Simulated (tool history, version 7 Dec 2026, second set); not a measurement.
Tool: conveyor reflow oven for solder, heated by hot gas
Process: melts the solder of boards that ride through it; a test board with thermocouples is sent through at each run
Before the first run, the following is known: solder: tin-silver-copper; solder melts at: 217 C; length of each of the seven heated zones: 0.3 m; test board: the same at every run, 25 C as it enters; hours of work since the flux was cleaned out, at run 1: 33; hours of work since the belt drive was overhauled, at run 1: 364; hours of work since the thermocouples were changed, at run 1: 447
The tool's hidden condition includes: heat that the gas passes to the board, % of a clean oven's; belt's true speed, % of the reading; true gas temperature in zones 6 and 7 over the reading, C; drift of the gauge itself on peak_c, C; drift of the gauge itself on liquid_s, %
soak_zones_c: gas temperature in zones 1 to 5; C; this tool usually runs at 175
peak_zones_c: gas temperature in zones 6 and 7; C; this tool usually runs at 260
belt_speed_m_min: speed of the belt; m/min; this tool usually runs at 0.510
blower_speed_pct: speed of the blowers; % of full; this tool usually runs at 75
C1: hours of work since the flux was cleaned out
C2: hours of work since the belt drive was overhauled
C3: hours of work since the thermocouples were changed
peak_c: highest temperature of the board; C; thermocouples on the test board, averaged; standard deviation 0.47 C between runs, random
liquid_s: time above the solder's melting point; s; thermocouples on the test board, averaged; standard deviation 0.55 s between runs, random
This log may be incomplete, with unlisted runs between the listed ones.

run 1 hour=0.0 | soak_zones_c=175 peak_zones_c=260 belt_speed_m_min=0.510 blower_speed_pct=75 | C1=33 C2=364 C3=447 | peak_c=245.9 liquid_s=48.7
run 2 hour=53.5 | soak_zones_c=175 peak_zones_c=260 belt_speed_m_min=0.510 blower_speed_pct=75 | C1=75 C2=407 C3=490 | peak_c=244.8 liquid_s=48.4
run 3 hour=138.4 | soak_zones_c=175 peak_zones_c=260 belt_speed_m_min=0.510 blower_speed_pct=75 | C1=142 C2=474 C3=557 | peak_c=244.1 liquid_s=47.8
run 4 hour=179.3 | soak_zones_c=166 peak_zones_c=260 belt_speed_m_min=0.510 blower_speed_pct=75 | C1=175 C2=507 C3=589 | peak_c=242.6 liquid_s=43.4
run 5 hour=240.6 | soak_zones_c=166 peak_zones_c=260 belt_speed_m_min=0.510 blower_speed_pct=75 | C1=224 C2=555 C3=638 | peak_c=242.3 liquid_s=42.6
run 6 hour=322.6 | soak_zones_c=175 peak_zones_c=260 belt_speed_m_min=0.510 blower_speed_pct=75 | C1=289 C2=620 C3=703 | peak_c=242.9 liquid_s=46.6
-- hour=384.9 flux residue cleaned out of gas plates and filters
run 7 hour=415.0 | soak_zones_c=175 peak_zones_c=260 belt_speed_m_min=0.596 blower_speed_pct=75 | C1=24 C2=690 C3=772 | peak_c=240.5 liquid_s=37.6
run 8 hour=482.4 | soak_zones_c=175 peak_zones_c=260 belt_speed_m_min=0.596 blower_speed_pct=75 | C1=77 C2=743 C3=826 | peak_c=241.2 liquid_s=36.5
run 9 hour=518.4 | soak_zones_c=175 peak_zones_c=260 belt_speed_m_min=0.596 blower_speed_pct=75 | C1=106 C2=772 C3=855 | peak_c=240.0 liquid_s=36.0
-- hour=544.4 thermocouples of zones 6 and 7 changed
run 10 hour=583.6 | soak_zones_c=175 peak_zones_c=260 belt_speed_m_min=0.510 blower_speed_pct=80 | C1=156 C2=822 C3=31 | peak_c=247.0 liquid_s=49.7
run 11 hour=640.8 | soak_zones_c=175 peak_zones_c=260 belt_speed_m_min=0.510 blower_speed_pct=80 | C1=201 C2=867 C3=77 | peak_c=246.5 liquid_s=50.8
run 12 hour=682.4 | soak_zones_c=175 peak_zones_c=260 belt_speed_m_min=0.510 blower_speed_pct=80 | C1=234 C2=900 C3=109 | peak_c=245.5 liquid_s=49.4
run 13 hour=768.8 | soak_zones_c=175 peak_zones_c=260 belt_speed_m_min=0.510 blower_speed_pct=80 | C1=303 C2=969 C3=178 | peak_c=245.1 liquid_s=49.2
-- hour=816.6 flux residue cleaned out of gas plates and filters
run 14 hour=852.4 | soak_zones_c=175 peak_zones_c=260 belt_speed_m_min=0.510 blower_speed_pct=80 | C1=28 C2=1031 C3=240 | peak_c=247.8 liquid_s=51.5
run 15 hour=901.9 | soak_zones_c=175 peak_zones_c=260 belt_speed_m_min=0.510 blower_speed_pct=80 | C1=68 C2=1070 C3=280 | peak_c=246.9 liquid_s=51.7
run 16 hour=965.5 | soak_zones_c=175 peak_zones_c=260 belt_speed_m_min=0.510 blower_speed_pct=80 | C1=118 C2=1121 C3=330 | peak_c=247.3 liquid_s=50.7
run 17 hour=1027.1 | soak_zones_c=173 peak_zones_c=267 belt_speed_m_min=0.545 blower_speed_pct=85 | C1=167 C2=1170 C3=379 | peak_c=250.6 liquid_s=48.8
run 18 hour=1066.5 | soak_zones_c=173 peak_zones_c=267 belt_speed_m_min=0.545 blower_speed_pct=85 | C1=198 C2=1201 C3=410 | peak_c=250.2 liquid_s=49.1
run 19 hour=1117.5 | soak_zones_c=173 peak_zones_c=267 belt_speed_m_min=0.545 blower_speed_pct=85 | C1=239 C2=1241 C3=451 | peak_c=249.8 liquid_s=48.3
run 20 hour=1169.5 | soak_zones_c=183 peak_zones_c=253 belt_speed_m_min=0.437 blower_speed_pct=75 | C1=280 C2=1283 C3=492 | peak_c=243.4 liquid_s=61.2
-- hour=1244.6 flux residue cleaned out of gas plates and filters
run 21 hour=1251.3 | soak_zones_c=175 peak_zones_c=260 belt_speed_m_min=0.433 blower_speed_pct=75 | C1=5 C2=1344 C3=553 | peak_c=250.0 liquid_s=65.6
run 22 hour=1334.4 | soak_zones_c=175 peak_zones_c=260 belt_speed_m_min=0.539 blower_speed_pct=75 | C1=71 C2=1410 C3=619 | peak_c=244.6 liquid_s=45.8
run 23 hour=1400.6 | soak_zones_c=161 peak_zones_c=260 belt_speed_m_min=0.510 blower_speed_pct=75 | C1=124 C2=1462 C3=671 | peak_c=243.6 liquid_s=43.4
run 24 hour=1484.5 | soak_zones_c=175 peak_zones_c=256 belt_speed_m_min=0.510 blower_speed_pct=75 | C1=190 C2=1529 C3=738 | peak_c=240.7 liquid_s=47.1
run 25 hour=1550.3 | soak_zones_c=176 peak_zones_c=256 belt_speed_m_min=0.510 blower_speed_pct=76 | C1=243 C2=1581 C3=790 | peak_c=241.6 liquid_s=46.9
run 26 hour=1611.4 | soak_zones_c=176 peak_zones_c=256 belt_speed_m_min=0.510 blower_speed_pct=76 | C1=291 C2=1629 C3=839 | peak_c=240.8 liquid_s=46.2
-- hour=1660.7 thermocouples of zones 6 and 7 changed
-- hour=1672.7 flux residue cleaned out of gas plates and filters
run 27 hour=1695.6 | soak_zones_c=167 peak_zones_c=263 belt_speed_m_min=0.550 blower_speed_pct=78 | C1=18 C2=1691 C3=24 | peak_c=246.4 liquid_s=44.1
run 28 hour=1761.0 | soak_zones_c=167 peak_zones_c=263 belt_speed_m_min=0.550 blower_speed_pct=78 | C1=70 C2=1743 C3=76 | peak_c=245.9 liquid_s=43.7
run 29 hour=1825.2 | soak_zones_c=184 peak_zones_c=260 belt_speed_m_min=0.564 blower_speed_pct=75 | C1=121 C2=1793 C3=127 | peak_c=243.8 liquid_s=47.6
-- hour=1842.6 belt drive overhauled, speed set with a stopwatch
run 30 hour=1900.3 | soak_zones_c=184 peak_zones_c=260 belt_speed_m_min=0.564 blower_speed_pct=75 | C1=177 C2=46 C3=183 | peak_c=242.5 liquid_s=43.7

Each row is a separate what-if for the run after 30, all from the same tool condition, not one after another. Results?
run A hour=1958.9 | soak_zones_c=169 peak_zones_c=260 belt_speed_m_min=0.510 blower_speed_pct=78 | C1=224 C2=92 C3=229 | peak_c=? liquid_s=?
run B hour=1958.9 | soak_zones_c=175 peak_zones_c=260 belt_speed_m_min=0.431 blower_speed_pct=75 | C1=224 C2=92 C3=229 | peak_c=? liquid_s=?
run C hour=1958.9 | soak_zones_c=170 peak_zones_c=260 belt_speed_m_min=0.510 blower_speed_pct=75 | C1=224 C2=92 C3=229 | peak_c=? liquid_s=?

run=A peak_c=243.6 liquid_s=44.8
run=B peak_c=248.7 liquid_s=62.0
run=C peak_c=243.4 liquid_s=44.2
Had the tool no hidden state, the same runs would have come out as:
run=A peak_c=245.9 liquid_s=47.4
run=B peak_c=250.5 liquid_s=64.0
run=C peak_c=245.7 liquid_s=46.7

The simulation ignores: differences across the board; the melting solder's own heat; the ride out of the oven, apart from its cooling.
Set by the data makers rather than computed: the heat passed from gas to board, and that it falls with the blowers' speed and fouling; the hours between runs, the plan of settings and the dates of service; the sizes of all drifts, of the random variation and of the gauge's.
